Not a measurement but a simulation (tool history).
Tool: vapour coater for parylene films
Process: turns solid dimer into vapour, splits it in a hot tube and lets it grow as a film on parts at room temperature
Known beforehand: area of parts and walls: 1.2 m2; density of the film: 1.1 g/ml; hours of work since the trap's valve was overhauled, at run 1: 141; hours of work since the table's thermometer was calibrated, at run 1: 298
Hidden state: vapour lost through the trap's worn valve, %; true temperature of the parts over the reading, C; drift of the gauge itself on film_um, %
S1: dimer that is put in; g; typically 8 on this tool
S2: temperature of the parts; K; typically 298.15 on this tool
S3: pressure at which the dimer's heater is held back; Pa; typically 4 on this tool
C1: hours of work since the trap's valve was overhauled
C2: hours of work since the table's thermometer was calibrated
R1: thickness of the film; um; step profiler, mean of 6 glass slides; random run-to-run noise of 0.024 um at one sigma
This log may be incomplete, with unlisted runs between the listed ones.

run   hour  S1      S2    S3   C1   C2    R1
  1      0   8  298.15     4  141  298  3.09
  2   10.3   8  298.15     4  146  303  3.08
  3   18.8   8  298.15     4  151  308  3.11
  4   31.5   8  298.15     4  158  315  3.11
  5   38.1   8  298.15     4  162  319   3.1
  6   52.4   8  298.15  5.33  170  327  2.97
  7   64.7   8  294.15     4  176  333  3.75
  8   77.8   6  298.15     4  183  340   2.3
  9     91   6  298.15     4  191  348  2.36
 10  103.2   8  292.15     4  197  354   4.1
 11  112.1   8  292.15     4  202  359  4.03
 12  121.3   8  292.15     4  207  364  4.08
 13  133.1   8  292.15     4  214  371  4.12
 14  140.2   8  292.15     4  218  375   4.1
 15  149.4   8  292.15     4  223  380  4.13
 16  161.2   8  292.15     4  229  386  4.06
 17    174   8  292.15     4  236  393  4.11
 18  188.5   3  298.15   5.8  244  401  1.13
 19  201.3   9  300.15  5.03  251  408  3.11
 20  210.7   8  310.15  4.54  256  413  1.75
 21  224.3   9  298.15     4  264  421  3.52

Run 22, settings as shown, results not yet in. Your forecast:
 22  239.1   4  298.15   4  272  429   ?

Run 22 measured R1 1.54 um.
With the hidden condition absent and the run-to-run variation left alone, this run would have shown R1 1.55 um.

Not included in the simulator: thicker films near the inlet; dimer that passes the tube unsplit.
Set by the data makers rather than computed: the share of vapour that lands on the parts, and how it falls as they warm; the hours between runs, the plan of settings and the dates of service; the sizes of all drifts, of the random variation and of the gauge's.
